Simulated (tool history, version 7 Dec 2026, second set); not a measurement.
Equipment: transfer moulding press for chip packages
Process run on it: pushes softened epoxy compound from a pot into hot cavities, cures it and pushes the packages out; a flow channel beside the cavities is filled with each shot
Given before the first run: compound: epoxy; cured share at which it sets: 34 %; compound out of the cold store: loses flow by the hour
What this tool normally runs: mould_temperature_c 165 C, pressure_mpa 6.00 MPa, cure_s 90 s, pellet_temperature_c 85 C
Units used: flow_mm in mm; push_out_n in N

| run | hour | mould_temperature_c | pressure_mpa | cure_s | pellet_temperature_c | incoming compound's hours out of the cold store | flow_mm | push_out_n |
|---|---|---|---|---|---|---|---|---|
| 1 | 0.0 | 165 | 6.00 | 90 | 85 | 13.1 | 709 | 456 |
| 2 | 46.2 | 165 | 6.00 | 90 | 85 | 35.6 | 660 | 595 |
| 3 | 70.8 | 165 | 6.00 | 90 | 85 | 9.1 | 696 | 630 |
|  | 89.4 | cavities cleaned with cleaning compound and waxed |
| 4 | 102.1 | 165 | 6.00 | 90 | 85 | 44.3 | 637 | 508 |
| 5 | 135.4 | 165 | 6.00 | 90 | 85 | 9.5 | 695 | 569 |
| 6 | 174.0 | 165 | 6.00 | 90 | 83 | 38.7 | 632 | 636 |
|  | 179.0 | cavities cleaned with cleaning compound and waxed |
| 7 | 202.8 | 165 | 7.35 | 90 | 85 | 34.8 | 705 | 525 |
| 8 | 238.3 | 165 | 6.89 | 90 | 85 | 35.9 | 671 | 649 |
|  | 270.1 | cavities cleaned with cleaning compound and waxed |
| 9 | 281.7 | 165 | 6.89 | 90 | 85 | 43.2 | 669 | 497 |
| 10 | 306.9 | 165 | 6.89 | 90 | 85 | 24.2 | 688 | 591 |
|  | 320.8 | plunger's sealing rings changed |
| 11 | 343.8 | 165 | 6.89 | 90 | 85 | 38.1 | 724 | 631 |
|  | 362.7 | cavities cleaned with cleaning compound and waxed |
| 12 | 394.2 | 165 | 6.89 | 90 | 85 | 32.8 | 720 | 558 |
| 13 | 439.8 | 165 | 5.22 | 90 | 85 | 27.2 | 639 | 652 |
|  | 453.1 | cavities cleaned with cleaning compound and waxed |
| 14 | 463.7 | 165 | 5.22 | 90 | 85 | 46.1 | 613 | 494 |
| 15 | 497.2 | 165 | 5.22 | 72 | 85 | 44.6 | 606 | 837 |
| 16 | 522.6 | 165 | 5.44 | 96 | 93 | 32.1 | 633 | 606 |
|  | 545.1 | cavities cleaned with cleaning compound and waxed |
| 17 | 554.3 | 165 | 5.44 | 96 | 93 | 47.7 | 604 | 476 |
|  | 592.6 | mould's thermocouples calibrated |
| 18 | 602.7 | 165 | 5.44 | 96 | 93 | 27.7 | 617 | 595 |
|  | 639.5 | cavities cleaned with cleaning compound and waxed |
| 19 | 653.7 | 158 | 7.43 | 107 | 86 | 22.7 | 751 | 542 |
| 20 | 680.6 | 158 | 7.43 | 107 | 86 | 18.9 | 762 | 628 |
| 21 | 716.4 | 159 | 6.00 | 90 | 84 | 46.1 | 631 | 809 |
|  | 729.3 | cavities cleaned with cleaning compound and waxed |
| 22 | 767.2 | 158 | 4.72 | 118 | 80 | 17.0 | 603 | 566 |
| 23 | 794.5 | 171 | 6.00 | 90 | 85 | 43.6 | 599 | 576 |
|  | 802.5 | plunger's sealing rings changed |
|  | 821.6 | cavities cleaned with cleaning compound and waxed |
| 24 | 841.2 | 171 | 6.00 | 90 | 85 | 25.3 | 679 | 459 |
| 25 | 862.4 | 169 | 6.00 | 90 | 91 | 10.3 | 712 | 539 |
| 26 | 884.5 | 169 | 6.00 | 90 | 91 | 30.9 | 670 | 562 |
| 27 | 905.9 | 166 | 7.18 | 79 | 86 | 10.7 | 778 | 745 |

Hidden state or all else? Some run-to-run changes of flow_mm, split into what the settings, what came in and random variation would give without the hidden state, and what is left for the hidden state (with any gauge scatter that isn't in both results):
Hidden state at play: true mould temperature over the reading, C; pressure that reaches the compound, % of what is set; grip of the stained cavities, % over clean ones'; drift of the gauge itself on flow_mm, %; drift of the gauge itself on push_out_n, %.
Run 10 -> 11: plunger's sealing rings changed. flow_mm +36 mm: hidden state +65, all else -29.
Run 18 -> 19: mould_temperature_c 165 -> 158, pressure_mpa 5.44 -> 7.43, cure_s 96 -> 107, pellet_temperature_c 93 -> 86, cavities cleaned with cleaning compound and waxed. flow_mm +134 mm: hidden state -16, all else +150.
Run 20 -> 21: mould_temperature_c 158 -> 159, pressure_mpa 7.43 -> 6.00, cure_s 107 -> 90, pellet_temperature_c 86 -> 84. flow_mm -131 mm: hidden state +5, all else -136.
Run 23 -> 24: plunger's sealing rings changed, cavities cleaned with cleaning compound and waxed. flow_mm +80 mm: hidden state +53, all else +27.
